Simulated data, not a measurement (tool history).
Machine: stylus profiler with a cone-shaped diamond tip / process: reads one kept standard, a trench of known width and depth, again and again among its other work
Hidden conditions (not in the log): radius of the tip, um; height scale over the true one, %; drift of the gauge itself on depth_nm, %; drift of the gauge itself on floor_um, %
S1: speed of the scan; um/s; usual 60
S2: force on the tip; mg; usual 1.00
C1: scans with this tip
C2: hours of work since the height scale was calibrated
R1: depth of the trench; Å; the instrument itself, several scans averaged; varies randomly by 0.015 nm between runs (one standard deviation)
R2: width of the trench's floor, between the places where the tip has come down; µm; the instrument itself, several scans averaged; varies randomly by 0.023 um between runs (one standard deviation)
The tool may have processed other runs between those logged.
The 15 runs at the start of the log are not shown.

| run | hour | S1 | S2 | C1 | C2 | R1 | R2 |
|---|---|---|---|---|---|---|---|
| 16 | 213.5 | 60 | 1.07 | 14574 | 987 | 1006.6 | 27.88 |
| 17 | 223.0 | 60 | 1.07 | 14674 | 994 | 1006.3 | 27.81 |
| 18 | 241.2 | 60 | 1.22 | 14866 | 1007 | 1007.0 | 27.89 |
| 19 | 256.1 | 60 | 2.31 | 15023 | 1018 | 1009.6 | 28.03 |
| 20 | 269.6 | 60 | 0.38 | 15166 | 1027 | 1004.1 | 27.49 |
| 21 | 279.1 | 60 | 1.00 | 15265 | 1034 | 1005.9 | 27.84 |
| 22 | 288.9 | 60 | 1.00 | 15369 | 1041 | 1006.2 | 27.87 |
| 23 | 302.7 | 60 | 1.00 | 15514 | 1051 | 1006.5 | 27.84 |
| 24 | 322.7 | 60 | 1.00 | 15726 | 1065 | 1006.5 | 27.86 |
| 25 | 332.2 | 89 | 1.12 | 15825 | 1072 | 1006.7 | 27.61 |
| 26 | 345.1 | 36 | 1.76 | 15962 | 1081 | 1008.3 | 28.19 |
| 27 | 357.0 | 36 | 1.76 | 16087 | 1090 | 1008.3 | 28.13 |
| 28 | 368.8 | 60 | 0.41 | 16211 | 1098 | 1004.3 | 27.48 |
| 29 | 385.6 | 27 | 1.50 | 16388 | 1110 | 1007.7 | 28.17 |
| 30 | 394.1 | 153 | 1.61 | 16478 | 1116 | 1008.2 | 27.25 |
| 31 | 406.9 | 150 | 2.04 | 16613 | 1125 | 1009.0 | 27.38 |
| 32 | 424.6 | 48 | 0.85 | 16799 | 1138 | 1006.2 | 27.88 |
| 33 | 441.9 | 19 | 0.61 | 16982 | 1150 | 1005.2 | 28.15 |
| 34 | 458.3 | 88 | 1.00 | 17154 | 1162 | 1006.3 | 27.54 |
| 35 | 467.7 | 18 | 2.86 | 17253 | 1169 | 1010.8 | 28.25 |
| 36 | 482.8 | 18 | 2.86 | 17412 | 1180 | 1010.9 | 28.26 |

Estimate the outcome of run 37 from the log above:
| 37 | 497.3 | 23 | 2.86 | 17565 | 1190 | ? | ? |

R1: 1010.7 Å
R2: 28.22 µm
With the hidden condition absent and the run-to-run variation left alone, this run would have shown R1 1008.4 Å, R2 28.60 µm.
